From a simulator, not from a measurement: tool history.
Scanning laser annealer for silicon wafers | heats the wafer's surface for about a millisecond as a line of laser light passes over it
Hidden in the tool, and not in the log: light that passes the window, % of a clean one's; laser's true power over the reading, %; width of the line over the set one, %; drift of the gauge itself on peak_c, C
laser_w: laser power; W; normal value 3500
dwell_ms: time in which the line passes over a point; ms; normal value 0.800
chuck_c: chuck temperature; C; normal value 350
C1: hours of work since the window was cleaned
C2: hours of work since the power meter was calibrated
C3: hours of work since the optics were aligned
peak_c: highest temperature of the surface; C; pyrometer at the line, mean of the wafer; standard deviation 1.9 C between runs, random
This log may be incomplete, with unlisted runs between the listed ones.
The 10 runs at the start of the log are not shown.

run 11 hour=307.0 | laser_w=3188 dwell_ms=0.800 chuck_c=334 | C1=327 C2=407 C3=357 | peak_c=1064
run 12 hour=346.6 | laser_w=3776 dwell_ms=0.800 chuck_c=350 | C1=346 C2=426 C3=375 | peak_c=1264
run 13 hour=385.7 | laser_w=3776 dwell_ms=0.800 chuck_c=350 | C1=364 C2=444 C3=393 | peak_c=1262
run 14 hour=415.3 | laser_w=3776 dwell_ms=0.800 chuck_c=350 | C1=378 C2=458 C3=407 | peak_c=1267
run 15 hour=443.7 | laser_w=3776 dwell_ms=0.800 chuck_c=350 | C1=391 C2=471 C3=420 | peak_c=1265
run 16 hour=480.8 | laser_w=3500 dwell_ms=0.800 chuck_c=350 | C1=408 C2=488 C3=438 | peak_c=1175
run 17 hour=512.3 | laser_w=3500 dwell_ms=0.800 chuck_c=350 | C1=423 C2=503 C3=452 | peak_c=1175
run 18 hour=549.1 | laser_w=3500 dwell_ms=0.800 chuck_c=350 | C1=440 C2=520 C3=470 | peak_c=1173
run 19 hour=578.0 | laser_w=3500 dwell_ms=0.800 chuck_c=350 | C1=454 C2=534 C3=483 | peak_c=1168
-- hour=602.7 window over the wafer cleaned
run 20 hour=608.3 | laser_w=3500 dwell_ms=0.800 chuck_c=337 | C1=3 C2=547 C3=496 | peak_c=1179
run 21 hour=629.0 | laser_w=3786 dwell_ms=0.600 chuck_c=343 | C1=12 C2=556 C3=506 | peak_c=1152
run 22 hour=655.9 | laser_w=3727 dwell_ms=0.715 chuck_c=374 | C1=25 C2=569 C3=518 | peak_c=1239
run 23 hour=679.9 | laser_w=3818 dwell_ms=0.800 chuck_c=350 | C1=36 C2=580 C3=530 | peak_c=1295
run 24 hour=715.5 | laser_w=3650 dwell_ms=0.573 chuck_c=350 | C1=53 C2=597 C3=546 | peak_c=1103
run 25 hour=735.4 | laser_w=3407 dwell_ms=0.573 chuck_c=350 | C1=62 C2=606 C3=555 | peak_c=1040
run 26 hour=753.8 | laser_w=3407 dwell_ms=0.573 chuck_c=350 | C1=70 C2=615 C3=564 | peak_c=1038
run 27 hour=773.7 | laser_w=3500 dwell_ms=0.568 chuck_c=318 | C1=80 C2=624 C3=573 | peak_c=1029
run 28 hour=800.1 | laser_w=3121 dwell_ms=0.800 chuck_c=350 | C1=92 C2=636 C3=586 | peak_c=1073

The next listed run, before its measurement:
run 29 hour=824.4 | laser_w=3451 dwell_ms=0.812 chuck_c=330 | C1=103 C2=648 C3=597 | peak_c=?

{"run 29": {"peak_c": 1160}}
On a tool with no hidden condition, and with the same random variation, this run would have come out at peak_c 1164 C.
